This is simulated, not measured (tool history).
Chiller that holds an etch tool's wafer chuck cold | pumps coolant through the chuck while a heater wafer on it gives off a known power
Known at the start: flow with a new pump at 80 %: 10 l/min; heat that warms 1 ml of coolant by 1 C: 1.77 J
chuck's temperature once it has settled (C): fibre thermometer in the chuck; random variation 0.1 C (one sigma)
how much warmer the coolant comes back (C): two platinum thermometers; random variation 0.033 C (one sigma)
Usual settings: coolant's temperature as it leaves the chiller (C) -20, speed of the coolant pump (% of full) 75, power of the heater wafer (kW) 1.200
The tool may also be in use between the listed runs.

run	hour	coolant's temperature as it leaves the chiller (C)	speed of the coolant pump (% of full)	power of the heater wafer (kW)	chuck's temperature once it has settled (C)	how much warmer the coolant comes back (C)
1	0.0	-20	75	1.200	-5.3	4.35
# hour 46.1: coolant changed, channels flushed
2	105.0	-20	75	1.516	-1.5	5.47
3	186.9	-20	75	1.516	-1.6	5.47
4	301.7	-20	75	1.200	-5.3	4.40
5	399.0	-20	75	1.200	-5.2	4.39
6	493.3	-20	75	1.200	-5.2	4.32
7	545.7	-20	75	1.200	-5.3	4.32
8	616.6	-20	75	1.200	-5.4	4.30
# hour 655.5: chiller's thermometer calibrated
9	731.6	-22	75	1.200	-7.2	4.29
10	807.1	-20	87	1.200	-7.0	3.65
11	874.5	-20	87	0.828	-11.2	2.59
12	993.6	-25	85	1.674	-6.4	5.33
13	1053.9	-25	85	1.674	-6.6	5.30
14	1114.2	-25	85	1.674	-6.7	5.35
15	1182.6	-25	85	1.674	-6.5	5.32
16	1297.3	-17	75	1.200	-2.2	4.32
17	1418.2	-20	68	0.652	-11.2	2.58
18	1512.6	-30	97	1.200	-18.2	3.34
19	1587.1	-30	97	1.200	-18.3	3.38

Forecast each of these 4 alternatives for the next run:
A	1639.9	-20	75	1.200	?	?
B	1639.9	-30	63	1.552	?	?
C	1639.9	-11	98	1.200	?	?
D	1639.9	-21	76	1.024	?	?

run	chuck's temperature once it has settled (C)	how much warmer the coolant comes back (C)
A	-5.4	4.40
B	-8.1	6.72
C	0.8	3.29
D	-8.7	3.67
Without the tool's hidden state the same runs would have given:
run	chuck's temperature once it has settled (C)	how much warmer the coolant comes back (C)
A	-5.4	4.39
B	-8.1	6.72
C	0.8	3.29
D	-8.7	3.67
